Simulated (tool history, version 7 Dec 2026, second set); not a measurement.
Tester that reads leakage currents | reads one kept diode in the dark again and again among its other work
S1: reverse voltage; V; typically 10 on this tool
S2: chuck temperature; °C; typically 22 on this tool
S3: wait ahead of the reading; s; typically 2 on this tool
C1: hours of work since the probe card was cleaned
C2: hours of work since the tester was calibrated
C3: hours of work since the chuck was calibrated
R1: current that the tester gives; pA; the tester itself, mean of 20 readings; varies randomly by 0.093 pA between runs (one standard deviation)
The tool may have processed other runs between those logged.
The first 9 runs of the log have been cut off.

| run | hour | S1 | S2 | S3 | C1 | C2 | C3 | R1 |
|---|---|---|---|---|---|---|---|---|
|  | 1343.2 | chuck's temperature calibrated |
| 10 | 1466.8 | 10 | 22 | 2 | 1203 | 1769 | 55 | 31.93 |
| 11 | 1610.9 | 10 | 22 | 2 | 1267 | 1834 | 119 | 32.38 |
| 12 | 1705.7 | 10 | 22 | 2 | 1309 | 1876 | 161 | 32.1 |
| 13 | 1836.1 | 10 | 22 | 2 | 1367 | 1934 | 220 | 32.56 |
| 14 | 2005.7 | 10 | 22 | 2 | 1443 | 2009 | 295 | 32.68 |
| 15 | 2101.8 | 5.7 | 22 | 2 | 1486 | 2052 | 338 | 22.31 |
| 16 | 2206.9 | 5.7 | 22 | 2 | 1532 | 2099 | 385 | 22.67 |
| 17 | 2340.4 | 10 | 22 | 0.76 | 1592 | 2159 | 444 | 34.86 |
| 18 | 2532.6 | 10 | 22 | 0.76 | 1678 | 2244 | 530 | 35.39 |
| 19 | 2615.3 | 10 | 22 | 0.76 | 1714 | 2281 | 567 | 35.52 |
| 20 | 2724 | 10 | 22 | 0.76 | 1763 | 2330 | 615 | 35.72 |
| 21 | 2925.9 | 10 | 44 | 0.76 | 1853 | 2419 | 705 | 141.14 |
| 22 | 3033.7 | 10 | 44 | 2.06 | 1901 | 2468 | 753 | 139.78 |
| 23 | 3160.4 | 10 | 40 | 1.02 | 1957 | 2524 | 810 | 108.77 |
| 24 | 3316.4 | 4.6 | 54 | 2 | 2027 | 2593 | 879 | 168.7 |
| 25 | 3411 | 4.6 | 54 | 2 | 2069 | 2636 | 921 | 169.53 |
| 26 | 3602.4 | 4.6 | 54 | 2 | 2154 | 2721 | 1007 | 167.59 |
| 27 | 3737.5 | 4.6 | 54 | 2 | 2214 | 2781 | 1067 | 168.39 |
| 28 | 3866.1 | 4.6 | 54 | 2 | 2272 | 2838 | 1124 | 168.21 |
| 29 | 4019.7 | 4.6 | 54 | 2 | 2340 | 2907 | 1193 | 167.95 |
| 30 | 4199.6 | 17.3 | 59 | 3.35 | 2420 | 2987 | 1273 | 508.05 |
| 31 | 4320.4 | 9.1 | 25 | 0.8 | 2474 | 3041 | 1326 | 42.06 |

Run 32, settings as shown, results not yet in. Your forecast:
| 32 | 4458.9 | 1.2 | 26 | 2 | 2536 | 3103 | 1388 | ? |

Run 32 came out at R1 11.22 pA.
The same run, on a tool lacking any hidden state, would have yielded R1 10.23 pA.
